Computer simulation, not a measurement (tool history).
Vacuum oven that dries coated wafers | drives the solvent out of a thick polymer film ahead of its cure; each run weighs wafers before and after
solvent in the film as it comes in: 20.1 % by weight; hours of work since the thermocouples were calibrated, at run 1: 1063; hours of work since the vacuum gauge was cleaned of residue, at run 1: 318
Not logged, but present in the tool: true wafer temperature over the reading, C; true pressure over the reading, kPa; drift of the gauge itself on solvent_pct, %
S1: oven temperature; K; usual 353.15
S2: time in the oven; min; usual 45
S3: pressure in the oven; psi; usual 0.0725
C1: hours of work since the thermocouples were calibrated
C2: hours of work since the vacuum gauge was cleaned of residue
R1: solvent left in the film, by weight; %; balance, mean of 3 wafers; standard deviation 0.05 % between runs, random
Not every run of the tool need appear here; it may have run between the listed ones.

run	hour	S1	S2	S3	C1	C2	R1
1	0.0	353.15	45	0.0725	1063	318	1.20
2	6.6	353.15	45	0.0949	1067	322	1.26
3	16.5	353.15	45	0.0949	1073	327	1.36
4	24.0	353.15	45	0.1597	1078	332	1.56
5	31.1	353.15	45	0.1597	1082	336	1.63
6	37.5	353.15	45	0.1680	1085	340	1.71
7	47.2	353.15	45	0.0725	1091	345	1.17
8	57.5	353.15	45	0.0725	1097	351	1.17
9	63.4	353.15	48	0.0725	1100	355	1.07
10	70.1	353.15	48	0.0725	1104	358	1.07
11	77.4	353.15	48	0.0725	1109	363	1.03
12	83.9	353.15	48	0.0725	1112	367	1.08
13	89.5	353.15	45	0.0725	1116	370	1.21
14	96.1	353.15	29	0.0725	1120	374	2.81
15	107.2	349.15	45	0.0725	1126	380	1.90
16	115.1	349.15	45	0.0725	1131	385	1.89
17	120.8	349.15	45	0.0725	1134	388	1.72
18	132.1	349.15	45	0.0725	1140	395	1.90
19	137.7	353.15	44	0.0725	1144	398	1.14
20	149.8	365.15	27	0.0600	1151	405	1.11
21	161.8	365.15	27	0.1413	1158	412	1.29
22	173.9	353.15	37	0.0725	1165	419	1.96
23	183.4	361.15	37	0.0725	1170	424	0.81
24	191.7	361.15	30	0.1630	1175	429	1.60
25	203.9	353.15	45	0.0825	1182	436	1.35
26	215.1	344.15	45	0.1791	1189	443	3.45
27	222.2	362.15	62	0.1791	1193	447	0.66
28	234.6	348.15	45	0.0911	1200	454	2.18
29	248.2	348.15	45	0.0911	1208	462	2.21
30	258.4	348.15	45	0.0911	1214	468	2.04
31	270.7	366.15	26	0.0383	1221	475	0.90
32	282.5	353.15	24	0.2524	1228	482	4.53
33	293.9	363.15	24	0.0667	1235	489	1.66
34	303.2	353.15	55	0.1849	1240	494	1.37
35	309.3	368.15	45	0.1230	1244	498	0.50

Subtracting, for every run, the result it would have given without the tool's unlogged condition from the measured result gives the following. The same run-to-run variation enters both numbers; the gauge's scatter may not:
run	R1
1	+0.22
2	+0.22
3	+0.22
4	+0.24
5	+0.24
6	+0.25
7	+0.23
8	+0.22
9	+0.21
10	+0.21
11	+0.21
12	+0.22
13	+0.24
14	+0.36
15	+0.32
16	+0.32
17	+0.32
18	+0.33
19	+0.25
20	+0.20
21	+0.21
22	+0.32
23	+0.18
24	+0.26
25	+0.26
26	+0.48
27	+0.11
28	+0.38
29	+0.39
30	+0.39
31	+0.21
32	+0.51
33	+0.29
34	+0.25
35	+0.09
